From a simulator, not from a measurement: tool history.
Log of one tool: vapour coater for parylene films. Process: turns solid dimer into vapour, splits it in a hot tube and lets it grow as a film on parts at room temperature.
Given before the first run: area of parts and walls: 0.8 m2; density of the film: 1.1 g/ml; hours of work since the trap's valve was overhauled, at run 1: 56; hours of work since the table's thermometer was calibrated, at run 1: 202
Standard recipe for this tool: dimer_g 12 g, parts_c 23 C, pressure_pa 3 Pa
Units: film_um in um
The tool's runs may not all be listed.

run	hour	dimer_g	parts_c	pressure_pa	hours of work since the trap's valve was overhauled	hours of work since the table's thermometer was calibrated	film_um
1	0	12	23	3	56	202	9.59
2	20.9	12	23	3	65	211	9.54
3	35.5	12	23	3	71	217	9.67
4	53.8	12	23	3	79	224	9.59
5	74.4	12	23	3	87	232	9.48
6	85.4	12	23	3	91	237	9.52
7	96	12	15	3	96	241	13.03
8	118.9	12	15	3	105	251	13.1
9	136.6	12	15	3	112	258	13.01
10	151.5	12	15	3	119	264	12.94
11	172.5	12	15	3	127	273	12.94
12	181.9	12	15	3	131	277	12.88
13	203.1	12	15	3	140	285	12.91
14	220.7	12	15	3	147	292	12.78
# hour 226.6: trap's valve overhauled
15	240.9	12	23	3	6	299	9.2
16	259.9	12	23	3	14	307	9.11

Predict the results of run 17:
17	281.4	12	23	3	22	316	?

film_um: 9.16 um
Take away the tool's hidden state, keep the run-to-run variation as it was, and the same run would have given film_um 9.78 um.
